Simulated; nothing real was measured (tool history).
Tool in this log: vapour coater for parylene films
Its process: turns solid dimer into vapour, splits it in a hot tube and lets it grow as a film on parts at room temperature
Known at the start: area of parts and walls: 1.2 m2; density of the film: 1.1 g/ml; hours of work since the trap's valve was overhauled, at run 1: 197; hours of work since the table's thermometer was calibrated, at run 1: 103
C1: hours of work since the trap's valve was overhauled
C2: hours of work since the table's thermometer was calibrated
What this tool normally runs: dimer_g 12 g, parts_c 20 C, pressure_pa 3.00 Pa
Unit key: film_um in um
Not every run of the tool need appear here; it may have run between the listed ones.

Run 1, day 0.000: usual settings; C1 197; C2 103. Result: film_um 4.61 um.
Run 2, day 0.583: usual settings; C1 209; C2 114. Result: film_um 4.66 um.
Run 3, day 1.242: usual settings; C1 222; C2 127. Result: film_um 4.60 um.
Run 4, day 1.929: usual settings but dimer_g 10 g; C1 235; C2 141. Result: film_um 3.85 um.
Run 5, day 2.517: usual settings; C1 247; C2 152. Result: film_um 4.55 um.
Run 6, day 3.012: usual settings but parts_c 13 C; C1 257; C2 162. Result: film_um 6.16 um.
Run 7, day 3.417: usual settings but parts_c 13 C; C1 265; C2 170. Result: film_um 6.16 um.
Run 8, day 3.946: usual settings but dimer_g 8 g; C1 275; C2 180. Result: film_um 3.09 um.
Run 9, day 4.462: usual settings but pressure_pa 3.23 Pa; C1 285; C2 190. Result: film_um 4.60 um.
Run 10, day 5.146: usual settings but pressure_pa 3.23 Pa; C1 298; C2 204. Result: film_um 4.59 um.
Run 11, day 5.842: usual settings but pressure_pa 9.16 Pa; C1 312; C2 217. Result: film_um 4.17 um.
Run 12, day 6.579: usual settings but pressure_pa 9.16 Pa; C1 327; C2 232. Result: film_um 4.12 um.
At day 7.179: trap's valve overhauled.
Run 13, day 7.254: usual settings; C1 1; C2 242. Result: film_um 4.83 um.
Run 14, day 7.658: usual settings but dimer_g 18 g; C1 9; C2 250. Result: film_um 7.26 um.
Run 15, day 8.383: usual settings but dimer_g 18 g, parts_c 31 C; C1 24; C2 264. Result: film_um 4.55 um.
Run 16, day 9.058: usual settings but dimer_g 6 g; C1 37; C2 277. Result: film_um 2.33 um.
Run 17, day 9.792: usual settings but dimer_g 6 g; C1 51; C2 292. Result: film_um 2.39 um.
Run 18, day 10.500: usual settings but dimer_g 6 g; C1 65; C2 306. Result: film_um 2.38 um.
Run 19, day 10.804: usual settings but dimer_g 6 g; C1 71; C2 312. Result: film_um 2.40 um.
Run 20, day 11.208: usual settings but pressure_pa 2.28 Pa; C1 79; C2 320. Result: film_um 4.85 um.
Run 21, day 11.604: usual settings but pressure_pa 2.28 Pa; C1 87; C2 327. Result: film_um 4.89 um.
Run 22, day 11.967: usual settings but pressure_pa 2.28 Pa; C1 94; C2 335. Result: film_um 4.82 um.
Run 23, day 12.512: usual settings but pressure_pa 2.28 Pa; C1 105; C2 345. Result: film_um 4.87 um.
Run 24, day 12.942: usual settings but parts_c 22 C; C1 113; C2 354. Result: film_um 4.36 um.
Run 25, day 13.354: usual settings but dimer_g 14 g, parts_c 22 C, pressure_pa 4.44 Pa; C1 121; C2 362. Result: film_um 4.80 um.
Run 26, day 13.825: usual settings but dimer_g 8 g, pressure_pa 3.32 Pa; C1 131; C2 371. Result: film_um 3.09 um.
Run 27, day 14.196: usual settings but dimer_g 13 g, parts_c 14 C, pressure_pa 2.86 Pa; C1 138; C2 378. Result: film_um 6.56 um.
Run 28, day 14.625: usual settings but dimer_g 13 g, parts_c 14 C, pressure_pa 2.86 Pa; C1 146; C2 387. Result: film_um 6.47 um.
Run 29, day 15.238: usual settings but dimer_g 13 g, parts_c 14 C, pressure_pa 2.86 Pa; C1 158; C2 399. Result: film_um 6.44 um.
Run 30, day 15.542: usual settings but dimer_g 21 g, parts_c 14 C, pressure_pa 3.98 Pa; C1 164; C2 405. Result: film_um 10.12 um.
Run 31, day 16.167: usual settings but dimer_g 21 g, parts_c 14 C, pressure_pa 3.98 Pa; C1 177; C2 417. Result: film_um 10.25 um.
Run 32, day 16.554: usual settings but parts_c 27 C; C1 184; C2 425. Result: film_um 3.56 um.
Run 33, day 16.883: usual settings but dimer_g 11 g, parts_c 32 C, pressure_pa 6.14 Pa; C1 191; C2 431. Result: film_um 2.48 um.
Run 34, day 17.529: usual settings but dimer_g 5 g, parts_c 15 C, pressure_pa 2.09 Pa; C1 203; C2 444. Result: film_um 2.41 um.
Run 35, day 18.038: usual settings but dimer_g 5 g, parts_c 15 C, pressure_pa 2.09 Pa; C1 213; C2 454. Result: film_um 2.42 um.
Run 36, day 18.771: usual settings but dimer_g 5 g, parts_c 15 C, pressure_pa 2.09 Pa; C1 228; C2 468. Result: film_um 2.46 um.
Run 37, day 19.496: usual settings but parts_c 15 C, pressure_pa 4.04 Pa; C1 242; C2 483. Result: film_um 5.42 um.
Run 38, day 19.804: usual settings but parts_c 14 C, pressure_pa 4.19 Pa; C1 248; C2 489. Result: film_um 5.77 um.
Run 39, day 20.425: usual settings but parts_c 14 C, pressure_pa 4.19 Pa; C1 260; C2 501. Result: film_um 5.70 um.
Run 40, day 20.996: usual settings but dimer_g 14 g, parts_c 18 C; C1 272; C2 512. Result: film_um 5.74 um.
Run 41, day 21.650: usual settings but dimer_g 14 g, parts_c 18 C; C1 284; C2 525. Result: film_um 5.68 um.
Run 42, day 22.350: usual settings but dimer_g 9 g, parts_c 16 C, pressure_pa 4.82 Pa; C1 298; C2 539. Result: film_um 3.81 um.
Run 43, day 22.925: usual settings but dimer_g 9 g, parts_c 16 C, pressure_pa 4.82 Pa; C1 310; C2 550. Result: film_um 3.80 um.
Run 44, day 23.496: usual settings but parts_c 18 C, pressure_pa 5.38 Pa; C1 321; C2 561. Result: film_um 4.70 um.
Run 45, day 24.042: usual settings but parts_c 18 C, pressure_pa 5.38 Pa; C1 331; C2 572. Result: film_um 4.64 um.
At day 24.379: trap's valve overhauled.
Run 46, day 24.529: usual settings but dimer_g 7 g, pressure_pa 5.76 Pa; C1 3; C2 578. Result: film_um 2.65 um.
Run 47, day 25.129: usual settings but dimer_g 9 g, parts_c 24 C, pressure_pa 11.73 Pa; C1 15; C2 590. Result: film_um 2.74 um.
Run 48, day 25.454: usual settings but dimer_g 9 g, parts_c 24 C, pressure_pa 11.73 Pa; C1 21; C2 596. Result: film_um 2.70 um.

Each row is a separate what-if for the run after 48, all from the same tool condition, not one after another. Results?
Run A, day 25.838: usual settings but dimer_g 15 g, parts_c 27 C; C1 29; C2 604. Result: film_um ?.
Run B, day 25.838: usual settings but dimer_g 10 g; C1 29; C2 604. Result: film_um ?.
Run C, day 25.838: usual settings but dimer_g 18 g, parts_c 28 C, pressure_pa 2.20 Pa; C1 29; C2 604. Result: film_um ?.

run  film_um
  A     4.53
  B     3.93
  C     5.27
With the hidden condition removed and each run's random variation left untouched, the same runs would have given:
run  film_um
  A     4.63
  B     4.02
  C     5.40
